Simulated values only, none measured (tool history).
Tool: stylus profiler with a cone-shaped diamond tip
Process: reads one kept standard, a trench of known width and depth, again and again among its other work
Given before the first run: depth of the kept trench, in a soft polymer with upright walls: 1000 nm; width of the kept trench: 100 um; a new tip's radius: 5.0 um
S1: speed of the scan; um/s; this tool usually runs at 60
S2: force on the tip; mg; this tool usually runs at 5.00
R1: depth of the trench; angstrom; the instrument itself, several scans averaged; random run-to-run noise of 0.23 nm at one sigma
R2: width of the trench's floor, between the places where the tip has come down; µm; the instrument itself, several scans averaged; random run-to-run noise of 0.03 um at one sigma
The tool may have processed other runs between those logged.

{"run": 1, "hour": 0.0, "S1": 60, "S2": 5.0, "R1": 10242.5, "R2": 93.93}
{"run": 2, "hour": 65.2, "S1": 60, "S2": 5.0, "R1": 10246.0, "R2": 93.82}
{"run": 3, "hour": 119.7, "S1": 60, "S2": 5.0, "R1": 10244.3, "R2": 93.89}
{"run": 4, "hour": 158.5, "S1": 60, "S2": 5.0, "R1": 10245.8, "R2": 93.95}
{"run": 5, "hour": 203.2, "S1": 60, "S2": 4.51, "R1": 10228.8, "R2": 93.9}
{"run": 6, "hour": 257.1, "S1": 60, "S2": 5.0, "R1": 10241.9, "R2": 93.91}
{"run": 7, "hour": 304.3, "S1": 60, "S2": 5.0, "R1": 10242.3, "R2": 93.91}
{"run": 8, "hour": 332.7, "S1": 60, "S2": 5.0, "R1": 10240.5, "R2": 93.88}
{"run": 9, "hour": 386.9, "S1": 60, "S2": 5.0, "R1": 10245.4, "R2": 93.89}
{"run": 10, "hour": 428.0, "S1": 96, "S2": 5.0, "R1": 10245.8, "R2": 93.85}
{"run": 11, "hour": 496.2, "S1": 96, "S2": 8.99, "R1": 10362.9, "R2": 93.91}
{"run": 12, "hour": 556.4, "S1": 60, "S2": 11.97, "R1": 10442.5, "R2": 93.93}
{"run": 13, "hour": 619.9, "S1": 63, "S2": 5.0, "R1": 10244.2, "R2": 93.84}
{"run": 14, "hour": 651.2, "S1": 103, "S2": 14.44, "R1": 10500.4, "R2": 93.88}
{"run": 15, "hour": 711.1, "S1": 123, "S2": 8.92, "R1": 10361.1, "R2": 93.82}
{"run": 16, "hour": 745.7, "S1": 23, "S2": 10.09, "R1": 10390.1, "R2": 93.98}
{"run": 17, "hour": 788.9, "S1": 44, "S2": 2.42, "R1": 10150.3, "R2": 93.92}
{"run": 18, "hour": 859.3, "S1": 44, "S2": 3.55, "R1": 10196.4, "R2": 93.87}
{"run": 19, "hour": 928.6, "S1": 38, "S2": 4.76, "R1": 10232.8, "R2": 93.9}
{"run": 20, "hour": 966.2, "S1": 107, "S2": 8.79, "R1": 10357.0, "R2": 93.83}
{"run": 21, "hour": 995.5, "S1": 39, "S2": 13.83, "R1": 10484.0, "R2": 93.9}
{"run": 22, "hour": 1029.6, "S1": 41, "S2": 13.83, "R1": 10476.6, "R2": 93.93}
{"run": 23, "hour": 1098.9, "S1": 47, "S2": 3.43, "R1": 10189.3, "R2": 93.9}
{"run": 24, "hour": 1159.9, "S1": 47, "S2": 3.43, "R1": 10189.8, "R2": 93.93}

Forecast each of these 3 alternatives for the next run:
{"run": "A", "hour": 1198.8, "S1": 160, "S2": 7.26, "R1": "?", "R2": "?"}
{"run": "B", "hour": 1198.8, "S1": 60, "S2": 4.6, "R1": "?", "R2": "?"}
{"run": "C", "hour": 1198.8, "S1": 128, "S2": 2.21, "R1": "?", "R2": "?"}

run=A R1=10313.3 R2=93.73
run=B R1=10227.7 R2=93.88
run=C R1=10139.8 R2=93.65
What these runs would have given with no unlogged condition in the tool:
run=A R1=10313.7 R2=93.75
run=B R1=10228.1 R2=93.90
run=C R1=10140.2 R2=93.66
